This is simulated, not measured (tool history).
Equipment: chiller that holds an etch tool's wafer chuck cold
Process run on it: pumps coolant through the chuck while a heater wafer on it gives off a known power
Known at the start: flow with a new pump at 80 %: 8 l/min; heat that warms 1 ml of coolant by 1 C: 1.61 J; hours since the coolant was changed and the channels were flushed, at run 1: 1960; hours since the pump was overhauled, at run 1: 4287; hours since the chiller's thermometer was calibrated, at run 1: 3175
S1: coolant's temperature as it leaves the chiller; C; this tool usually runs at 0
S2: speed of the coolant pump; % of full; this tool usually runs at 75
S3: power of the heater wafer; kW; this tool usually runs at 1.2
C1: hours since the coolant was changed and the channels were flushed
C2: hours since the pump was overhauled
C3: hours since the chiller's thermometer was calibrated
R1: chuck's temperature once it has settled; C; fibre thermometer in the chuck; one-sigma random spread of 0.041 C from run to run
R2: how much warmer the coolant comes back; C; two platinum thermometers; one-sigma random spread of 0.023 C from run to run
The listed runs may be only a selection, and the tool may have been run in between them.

{"run": 1, "day": 0.0, "S1": 0, "S2": 75, "S3": 1.2, "C1": 1960, "C2": 4287, "C3": 3175, "R1": 9.59, "R2": 6}
{"day": 2.179, "done": "coolant pump overhauled"}
{"run": 2, "day": 2.804, "S1": 0, "S2": 75, "S3": 1.2, "C1": 2023, "C2": 15, "C3": 3238, "R1": 9.54, "R2": 5.97}
{"run": 3, "day": 7.417, "S1": 0, "S2": 75, "S3": 1.2, "C1": 2133, "C2": 126, "C3": 3348, "R1": 9.52, "R2": 6.01}
{"run": 4, "day": 11.142, "S1": 0, "S2": 75, "S3": 1.2, "C1": 2223, "C2": 215, "C3": 3438, "R1": 9.57, "R2": 5.99}
{"run": 5, "day": 13.85, "S1": 0, "S2": 75, "S3": 1.2, "C1": 2288, "C2": 280, "C3": 3503, "R1": 9.59, "R2": 6.01}
{"run": 6, "day": 17.2, "S1": 0, "S2": 75, "S3": 1.2, "C1": 2368, "C2": 360, "C3": 3583, "R1": 9.54, "R2": 5.94}
{"run": 7, "day": 22.412, "S1": 0, "S2": 75, "S3": 1.2, "C1": 2493, "C2": 486, "C3": 3708, "R1": 9.66, "R2": 5.99}
{"run": 8, "day": 24.908, "S1": 0, "S2": 75, "S3": 1.517, "C1": 2553, "C2": 546, "C3": 3768, "R1": 12.16, "R2": 7.55}
{"run": 9, "day": 28.904, "S1": 0, "S2": 75, "S3": 0.898, "C1": 2649, "C2": 641, "C3": 3864, "R1": 7.31, "R2": 4.47}
{"run": 10, "day": 33.912, "S1": 0, "S2": 75, "S3": 1.242, "C1": 2769, "C2": 762, "C3": 3984, "R1": 10.1, "R2": 6.21}
{"run": 11, "day": 38.783, "S1": 0, "S2": 75, "S3": 1.242, "C1": 2886, "C2": 879, "C3": 4101, "R1": 10.16, "R2": 6.18}
{"run": 12, "day": 41.808, "S1": 0, "S2": 70, "S3": 1.2, "C1": 2959, "C2": 951, "C3": 4174, "R1": 10.41, "R2": 6.49}
{"run": 13, "day": 45.662, "S1": 0, "S2": 70, "S3": 1.2, "C1": 3051, "C2": 1044, "C3": 4266, "R1": 10.46, "R2": 6.47}
{"run": 14, "day": 48.817, "S1": 0, "S2": 70, "S3": 1.2, "C1": 3127, "C2": 1119, "C3": 4342, "R1": 10.53, "R2": 6.42}
{"day": 52.892, "done": "gauge calibrated"}
{"run": 15, "day": 53.158, "S1": 0, "S2": 70, "S3": 1.2, "C1": 3231, "C2": 1223, "C3": 4446, "R1": 10.14, "R2": 6.47}
{"day": 54.062, "done": "coolant changed, channels flushed"}
{"run": 16, "day": 58.758, "S1": 0, "S2": 70, "S3": 1.2, "C1": 113, "C2": 1352, "C3": 4575, "R1": 10.27, "R2": 6.47}
{"run": 17, "day": 64.146, "S1": 0, "S2": 70, "S3": 1.2, "C1": 242, "C2": 1481, "C3": 4704, "R1": 10.16, "R2": 6.44}
{"run": 18, "day": 69.317, "S1": 1, "S2": 70, "S3": 1.2, "C1": 366, "C2": 1605, "C3": 4828, "R1": 11.26, "R2": 6.46}
{"run": 19, "day": 73.854, "S1": 5, "S2": 83, "S3": 1.216, "C1": 475, "C2": 1714, "C3": 4937, "R1": 13.87, "R2": 5.43}
{"run": 20, "day": 77.962, "S1": 0, "S2": 77, "S3": 1.038, "C1": 574, "C2": 1813, "C3": 5035, "R1": 8.19, "R2": 5.01}
{"run": 21, "day": 82.629, "S1": 1, "S2": 80, "S3": 1.071, "C1": 686, "C2": 1925, "C3": 5147, "R1": 9.21, "R2": 4.99}
{"run": 22, "day": 85.492, "S1": -2, "S2": 75, "S3": 1.2, "C1": 754, "C2": 1994, "C3": 5216, "R1": 7.75, "R2": 5.96}
{"run": 23, "day": 87.717, "S1": -2, "S2": 75, "S3": 1.2, "C1": 808, "C2": 2047, "C3": 5270, "R1": 7.71, "R2": 5.99}
{"run": 24, "day": 93.029, "S1": -2, "S2": 75, "S3": 1.2, "C1": 935, "C2": 2174, "C3": 5397, "R1": 7.76, "R2": 6.01}
{"run": 25, "day": 96.854, "S1": -2, "S2": 75, "S3": 1.2, "C1": 1027, "C2": 2266, "C3": 5489, "R1": 7.78, "R2": 5.98}
{"day": 97.246, "done": "chiller's thermometer calibrated"}
{"run": 26, "day": 100.7, "S1": -2, "S2": 75, "S3": 1.2, "C1": 1118, "C2": 2358, "C3": 83, "R1": 7.82, "R2": 6}
{"run": 27, "day": 104.692, "S1": -9, "S2": 75, "S3": 1.313, "C1": 1214, "C2": 2453, "C3": 179, "R1": 1.86, "R2": 6.57}
{"run": 28, "day": 109.692, "S1": 4, "S2": 67, "S3": 0.602, "C1": 1334, "C2": 2573, "C3": 299, "R1": 9.73, "R2": 3.43}
{"run": 29, "day": 114.304, "S1": 1, "S2": 75, "S3": 0.623, "C1": 1445, "C2": 2684, "C3": 409, "R1": 6.38, "R2": 3.11}
{"run": 30, "day": 119.554, "S1": 7, "S2": 62, "S3": 0.924, "C1": 1571, "C2": 2810, "C3": 535, "R1": 16.25, "R2": 5.7}
{"run": 31, "day": 124.612, "S1": 0, "S2": 74, "S3": 1.589, "C1": 1692, "C2": 2931, "C3": 657, "R1": 13.29, "R2": 8.02}

Below are 3 alternative next runs, each starting from the tool's condition after run 31. Predict each:
{"run": "A", "day": 129.429, "S1": -4, "S2": 74, "S3": 0.782, "C1": 1808, "C2": 3047, "C3": 772, "R1": "?", "R2": "?"}
{"run": "B", "day": 129.429, "S1": -8, "S2": 75, "S3": 1.2, "C1": 1808, "C2": 3047, "C3": 772, "R1": "?", "R2": "?"}
{"run": "C", "day": 129.429, "S1": -2, "S2": 82, "S3": 0.765, "C1": 1808, "C2": 3047, "C3": 772, "R1": "?", "R2": "?"}

run=A R1=2.82 R2=3.97
run=B R1=2.08 R2=6.02
run=C R1=4.09 R2=3.48
Take away the tool's hidden state, keep each run's random variation, and the runs would have read:
run=A R1=2.29 R2=3.97
run=B R1=1.54 R2=6.01
run=C R1=3.55 R2=3.47
